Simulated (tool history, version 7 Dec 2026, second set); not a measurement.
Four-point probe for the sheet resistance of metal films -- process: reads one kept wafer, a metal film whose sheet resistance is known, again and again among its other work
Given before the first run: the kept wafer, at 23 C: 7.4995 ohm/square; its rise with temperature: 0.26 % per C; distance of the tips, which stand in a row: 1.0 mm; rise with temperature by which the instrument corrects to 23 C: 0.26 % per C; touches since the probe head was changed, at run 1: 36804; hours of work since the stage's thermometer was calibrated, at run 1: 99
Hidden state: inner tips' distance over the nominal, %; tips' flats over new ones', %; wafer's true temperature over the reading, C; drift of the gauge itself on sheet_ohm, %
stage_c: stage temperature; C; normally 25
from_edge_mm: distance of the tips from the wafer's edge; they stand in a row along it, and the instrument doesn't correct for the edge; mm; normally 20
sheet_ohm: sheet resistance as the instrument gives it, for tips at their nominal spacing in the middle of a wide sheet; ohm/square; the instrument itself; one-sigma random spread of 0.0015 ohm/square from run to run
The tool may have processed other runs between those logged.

run,day,stage_c,from_edge_mm,touches since the probe head was changed,hours of work since the stage's thermometer was calibrated,sheet_ohm
1,0.000,25,20,36804,99,7.495719
2,0.946,20,20,37791,111,7.496822
3,2.825,20,20,39759,136,7.493114
4,4.562,25,20,41572,159,7.497004
5,6.417,25,20,43514,183,7.494242
6,8.558,25,67,45753,211,7.483273
7,10.629,25,67,47915,239,7.481606
8,12.538,25,67,49908,264,7.481996
9,13.967,25,67,51405,282,7.479346
10,16.092,25,67,53627,310,7.483820
11,18.292,25,20,55927,339,7.487347
12,19.662,19,20,57359,357,7.482960
13,21.929,19,24,59729,387,7.479908
14,24.000,25,20,61892,414,7.487828
15,25.612,25,20,63578,435,7.486594
16,27.712,25,20,65772,463,7.483455
17,29.729,25,20,67883,490,7.484410
18,31.417,25,20,69644,512,7.481733
19,33.596,25,20,71924,540,7.478975
20,35.417,22,20,73825,564,7.479030
21,36.550,22,20,75011,579,7.478529
22,37.796,22,20,76315,595,7.477763
23,39.958,30,8,78573,624,7.533359
24,41.654,18,26,80346,646,7.470359
25,43.921,21,20,82716,676,7.473964
26,46.196,21,3,85095,706,7.883254
27,48.425,21,3,87423,735,7.882754
28,49.704,19,4,88761,752,7.700935
29,51.292,25,15,90420,773,7.475690
30,52.821,26,20,92022,793,7.471746
31,53.929,21,15,93179,807,7.476393
32,55.296,21,15,94608,825,7.473528
33,57.171,21,46,96568,850,7.457319
34,58.188,21,46,97629,863,7.457513
35,59.638,20,49,99146,882,7.454565
36,60.633,21,20,100187,895,7.463335
37,62.746,21,6,102397,923,7.563781
38,64.575,23,31,104309,947,7.458354
39,65.542,34,62,105319,960,7.457912
40,67.721,19,19,107595,989,7.459907
41,69.258,29,40,109205,1009,7.455831
42,70.312,29,40,110307,1023,7.455947
43,72.471,35,43,112561,1051,7.455492

Measured minus without-hidden-state, run by run (identical run-to-run variation in each term; gauge scatter may differ):
run,sheet_ohm
1,-0.013247
2,-0.013770
3,-0.014749
4,-0.015617
5,-0.016528
6,-0.017603
7,-0.018677
8,-0.019655
9,-0.020311
10,-0.021405
11,-0.022546
12,-0.023234
13,-0.024386
14,-0.025354
15,-0.026211
16,-0.027312
17,-0.028257
18,-0.029177
19,-0.030282
20,-0.031217
21,-0.031774
22,-0.032398
23,-0.033629
24,-0.034390
25,-0.035439
26,-0.038493
27,-0.039767
28,-0.039587
29,-0.039227
30,-0.039919
31,-0.040669
32,-0.041357
33,-0.042248
34,-0.042803
35,-0.043558
36,-0.044111
37,-0.045716
38,-0.046003
39,-0.046311
40,-0.047618
41,-0.048197
42,-0.048724
43,-0.049677
